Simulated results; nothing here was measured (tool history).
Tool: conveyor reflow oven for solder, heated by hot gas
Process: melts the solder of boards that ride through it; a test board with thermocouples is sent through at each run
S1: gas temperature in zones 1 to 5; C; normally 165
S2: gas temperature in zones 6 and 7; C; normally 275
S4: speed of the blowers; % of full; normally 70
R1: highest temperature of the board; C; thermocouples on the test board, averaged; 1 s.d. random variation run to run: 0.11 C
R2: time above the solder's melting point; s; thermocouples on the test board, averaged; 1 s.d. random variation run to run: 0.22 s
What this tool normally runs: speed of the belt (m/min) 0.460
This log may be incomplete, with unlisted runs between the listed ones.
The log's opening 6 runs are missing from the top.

{"run": 7, "hour": 452.5, "S1": 151, "S2": 275, "speed of the belt (m/min)": 0.46, "S4": 70, "R1": 252.8, "R2": 60.6}
{"run": 8, "hour": 549.8, "S1": 165, "S2": 275, "speed of the belt (m/min)": 0.46, "S4": 70, "R1": 255.7, "R2": 67.8}
{"run": 9, "hour": 599.2, "S1": 165, "S2": 275, "speed of the belt (m/min)": 0.46, "S4": 70, "R1": 255.5, "R2": 67.6}
{"hour": 655.5, "done": "flux residue cleaned out of gas plates and filters"}
{"run": 10, "hour": 695.6, "S1": 165, "S2": 275, "speed of the belt (m/min)": 0.424, "S4": 70, "R1": 257.6, "R2": 76.2}
{"run": 11, "hour": 742.1, "S1": 165, "S2": 275, "speed of the belt (m/min)": 0.424, "S4": 70, "R1": 257.7, "R2": 75.9}
{"run": 12, "hour": 793.3, "S1": 165, "S2": 275, "speed of the belt (m/min)": 0.424, "S4": 70, "R1": 257.5, "R2": 76.0}
{"hour": 806.6, "done": "flux residue cleaned out of gas plates and filters, once more"}
{"run": 13, "hour": 885.7, "S1": 165, "S2": 275, "speed of the belt (m/min)": 0.424, "S4": 70, "R1": 259.6, "R2": 78.4}
{"run": 14, "hour": 952.4, "S1": 165, "S2": 275, "speed of the belt (m/min)": 0.46, "S4": 84, "R1": 259.4, "R2": 71.7}
{"run": 15, "hour": 1046.6, "S1": 165, "S2": 275, "speed of the belt (m/min)": 0.375, "S4": 84, "R1": 265.5, "R2": 94.7}
{"run": 16, "hour": 1124.2, "S1": 165, "S2": 275, "speed of the belt (m/min)": 0.375, "S4": 84, "R1": 265.5, "R2": 94.9}
{"run": 17, "hour": 1208.7, "S1": 165, "S2": 275, "speed of the belt (m/min)": 0.375, "S4": 84, "R1": 265.2, "R2": 95.0}
{"run": 18, "hour": 1305.9, "S1": 165, "S2": 279, "speed of the belt (m/min)": 0.431, "S4": 88, "R1": 265.4, "R2": 82.0}
{"run": 19, "hour": 1372.2, "S1": 165, "S2": 270, "speed of the belt (m/min)": 0.46, "S4": 70, "R1": 252.2, "R2": 65.6}
{"run": 20, "hour": 1432.3, "S1": 165, "S2": 287, "speed of the belt (m/min)": 0.46, "S4": 56, "R1": 263.3, "R2": 73.2}
{"hour": 1442.9, "done": "thermocouples of zones 6 and 7 changed"}
{"run": 21, "hour": 1484.9, "S1": 173, "S2": 277, "speed of the belt (m/min)": 0.488, "S4": 76, "R1": 257.4, "R2": 68.9}
{"run": 22, "hour": 1540.6, "S1": 180, "S2": 277, "speed of the belt (m/min)": 0.488, "S4": 76, "R1": 258.7, "R2": 72.6}
{"hour": 1561.8, "done": "belt drive overhauled, speed set with a stopwatch"}
{"run": 23, "hour": 1600.1, "S1": 179, "S2": 277, "speed of the belt (m/min)": 0.496, "S4": 76, "R1": 257.1, "R2": 67.8}
{"run": 24, "hour": 1663.5, "S1": 179, "S2": 272, "speed of the belt (m/min)": 0.496, "S4": 76, "R1": 252.9, "R2": 64.8}
{"hour": 1683.0, "done": "flux residue cleaned out of gas plates and filters"}
{"run": 25, "hour": 1750.4, "S1": 179, "S2": 265, "speed of the belt (m/min)": 0.496, "S4": 75, "R1": 248.2, "R2": 61.4}
{"run": 26, "hour": 1798.2, "S1": 179, "S2": 265, "speed of the belt (m/min)": 0.496, "S4": 75, "R1": 248.2, "R2": 61.2}
{"run": 27, "hour": 1864.0, "S1": 171, "S2": 275, "speed of the belt (m/min)": 0.46, "S4": 85, "R1": 259.3, "R2": 72.9}
{"run": 28, "hour": 1911.2, "S1": 171, "S2": 275, "speed of the belt (m/min)": 0.46, "S4": 85, "R1": 259.4, "R2": 73.1}
{"run": 29, "hour": 1985.5, "S1": 165, "S2": 275, "speed of the belt (m/min)": 0.46, "S4": 70, "R1": 255.7, "R2": 66.9}
{"run": 30, "hour": 2054.6, "S1": 171, "S2": 277, "speed of the belt (m/min)": 0.459, "S4": 58, "R1": 255.5, "R2": 68.6}
{"run": 31, "hour": 2139.2, "S1": 170, "S2": 269, "speed of the belt (m/min)": 0.455, "S4": 50, "R1": 246.7, "R2": 60.5}

Here are 3 independent what-if runs from the current tool condition. What would each one return?
{"run": "A", "hour": 2187.5, "S1": 165, "S2": 275, "speed of the belt (m/min)": 0.388, "S4": 70, "R1": "?", "R2": "?"}
{"run": "B", "hour": 2187.5, "S1": 166, "S2": 269, "speed of the belt (m/min)": 0.455, "S4": 52, "R1": "?", "R2": "?"}
{"run": "C", "hour": 2187.5, "S1": 178, "S2": 275, "speed of the belt (m/min)": 0.46, "S4": 70, "R1": "?", "R2": "?"}

run=A R1=261.3 R2=86.4
run=B R1=246.3 R2=58.3
run=C R1=257.8 R2=74.0
With no hidden state in the tool, these same runs would have given:
run=A R1=261.6 R2=86.5
run=B R1=246.6 R2=58.6
run=C R1=258.1 R2=74.2
